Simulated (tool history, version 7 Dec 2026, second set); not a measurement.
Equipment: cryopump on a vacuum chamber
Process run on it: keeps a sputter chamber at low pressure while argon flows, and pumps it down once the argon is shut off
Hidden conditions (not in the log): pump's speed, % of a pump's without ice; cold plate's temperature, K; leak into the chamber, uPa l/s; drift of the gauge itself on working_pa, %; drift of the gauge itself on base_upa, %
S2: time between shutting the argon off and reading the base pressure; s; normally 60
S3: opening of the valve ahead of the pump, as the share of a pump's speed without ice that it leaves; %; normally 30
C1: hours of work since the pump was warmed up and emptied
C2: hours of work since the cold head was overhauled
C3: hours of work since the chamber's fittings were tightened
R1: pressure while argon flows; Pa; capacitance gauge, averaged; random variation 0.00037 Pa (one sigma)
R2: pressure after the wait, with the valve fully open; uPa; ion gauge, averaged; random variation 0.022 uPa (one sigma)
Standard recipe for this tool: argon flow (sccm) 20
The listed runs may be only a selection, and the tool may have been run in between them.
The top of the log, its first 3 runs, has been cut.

run 4 hour=46.5 | argon_flow_(sccm)=20 S2=60 S3=30 | C1=94 C2=94 C3=3346 | R1=0.0698 R2=1.34
run 5 hour=67.5 | argon_flow_(sccm)=20 S2=60 S3=30 | C1=104 C2=104 C3=3355 | R1=0.0698 R2=1.34
run 6 hour=90.9 | argon_flow_(sccm)=20 S2=60 S3=30 | C1=114 C2=114 C3=3365 | R1=0.0695 R2=1.33
run 7 hour=102.7 | argon_flow_(sccm)=20 S2=60 S3=30 | C1=119 C2=119 C3=3370 | R1=0.0695 R2=1.37
run 8 hour=124.2 | argon_flow_(sccm)=20 S2=60 S3=30 | C1=128 C2=128 C3=3379 | R1=0.0704 R2=1.32
run 9 hour=143.6 | argon_flow_(sccm)=20 S2=60 S3=49 | C1=137 C2=137 C3=3388 | R1=0.0432 R2=1.3
run 10 hour=157.4 | argon_flow_(sccm)=20 S2=23 S3=49 | C1=143 C2=143 C3=3394 | R1=0.0428 R2=1.95
run 11 hour=179.7 | argon_flow_(sccm)=20 S2=23 S3=49 | C1=152 C2=152 C3=3403 | R1=0.0437 R2=1.94
run 12 hour=201.3 | argon_flow_(sccm)=20 S2=23 S3=49 | C1=162 C2=162 C3=3413 | R1=0.044 R2=2.01
run 13 hour=213.1 | argon_flow_(sccm)=20 S2=60 S3=30 | C1=167 C2=167 C3=3418 | R1=0.0699 R2=1.28
run 14 hour=228.4 | argon_flow_(sccm)=20 S2=60 S3=30 | C1=173 C2=173 C3=3425 | R1=0.0695 R2=1.3
run 15 hour=242.1 | argon_flow_(sccm)=20 S2=179 S3=30 | C1=179 C2=179 C3=3430 | R1=0.0696 R2=1.05
run 16 hour=264.2 | argon_flow_(sccm)=8 S2=179 S3=30 | C1=189 C2=189 C3=3440 | R1=0.028 R2=1.12
run 17 hour=280 | argon_flow_(sccm)=8 S2=64 S3=32 | C1=196 C2=196 C3=3447 | R1=0.0262 R2=1.28
run 18 hour=293.8 | argon_flow_(sccm)=39 S2=81 S3=33 | C1=202 C2=202 C3=3453 | R1=0.1249 R2=1.23
run 19 hour=311.5 | argon_flow_(sccm)=8 S2=81 S3=37 | C1=209 C2=209 C3=3461 | R1=0.0233 R2=1.26
run 20 hour=324 | argon_flow_(sccm)=8 S2=81 S3=37 | C1=215 C2=215 C3=3466 | R1=0.0236 R2=1.28
run 21 hour=343.8 | argon_flow_(sccm)=37 S2=60 S3=56 | C1=223 C2=223 C3=3475 | R1=0.0711 R2=1.32
run 22 hour=357.3 | argon_flow_(sccm)=37 S2=60 S3=56 | C1=229 C2=229 C3=3480 | R1=0.0711 R2=1.39
run 23 hour=379.5 | argon_flow_(sccm)=37 S2=60 S3=56 | C1=239 C2=239 C3=3490 | R1=0.0713 R2=1.31
run 24 hour=398 | argon_flow_(sccm)=12 S2=60 S3=31 | C1=247 C2=247 C3=3498 | R1=0.0409 R2=1.4
run 25 hour=418.8 | argon_flow_(sccm)=12 S2=107 S3=31 | C1=256 C2=256 C3=3507 | R1=0.0411 R2=1.17

Run 26, settings as shown, results not yet in. Your forecast:
run 26 hour=432.1 | argon_flow_(sccm)=12 S2=107 S3=31 | C1=262 C2=262 C3=3513 | R1=? R2=?

Run 26 gave R1 0.0412 Pa, R2 1.22 uPa.
Minus the tool's unlogged condition, the same run would have read R1 0.0403 Pa, R2 0.42 uPa.

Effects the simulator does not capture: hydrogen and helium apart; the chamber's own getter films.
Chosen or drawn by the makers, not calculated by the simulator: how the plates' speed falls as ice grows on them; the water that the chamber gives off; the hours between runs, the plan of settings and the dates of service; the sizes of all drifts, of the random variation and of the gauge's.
